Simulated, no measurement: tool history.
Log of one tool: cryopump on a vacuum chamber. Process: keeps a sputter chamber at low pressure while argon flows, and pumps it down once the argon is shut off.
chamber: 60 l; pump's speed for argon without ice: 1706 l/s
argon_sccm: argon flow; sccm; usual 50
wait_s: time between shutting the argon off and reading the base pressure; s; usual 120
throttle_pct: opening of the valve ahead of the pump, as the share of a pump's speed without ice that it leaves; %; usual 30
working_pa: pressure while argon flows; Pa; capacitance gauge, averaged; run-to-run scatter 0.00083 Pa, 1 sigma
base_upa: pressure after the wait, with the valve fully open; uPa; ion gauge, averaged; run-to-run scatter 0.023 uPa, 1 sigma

run 1 hour=0.0 | argon_sccm=50 wait_s=120 throttle_pct=30 | working_pa=0.1651 base_upa=1.92
run 2 hour=7.5 | argon_sccm=50 wait_s=120 throttle_pct=30 | working_pa=0.1668 base_upa=1.86
run 3 hour=14.2 | argon_sccm=20 wait_s=120 throttle_pct=30 | working_pa=0.0665 base_upa=1.88
run 4 hour=26.3 | argon_sccm=20 wait_s=120 throttle_pct=30 | working_pa=0.0675 base_upa=1.88
run 5 hour=33.2 | argon_sccm=20 wait_s=120 throttle_pct=30 | working_pa=0.0665 base_upa=1.83
run 6 hour=44.7 | argon_sccm=50 wait_s=120 throttle_pct=30 | working_pa=0.1666 base_upa=1.89
run 7 hour=57.2 | argon_sccm=50 wait_s=120 throttle_pct=39 | working_pa=0.1289 base_upa=1.90

Run 8 is up next; what results do you expect?
run 8 hour=67.4 | argon_sccm=50 wait_s=120 throttle_pct=30 | working_pa=? base_upa=?

{"run 8": {"working_pa": 0.1661, "base_upa": 1.85}}
Were there no unlogged condition in the tool, this run, its random variation unchanged, would have produced working_pa 0.1642 Pa, base_upa 0.70 uPa.

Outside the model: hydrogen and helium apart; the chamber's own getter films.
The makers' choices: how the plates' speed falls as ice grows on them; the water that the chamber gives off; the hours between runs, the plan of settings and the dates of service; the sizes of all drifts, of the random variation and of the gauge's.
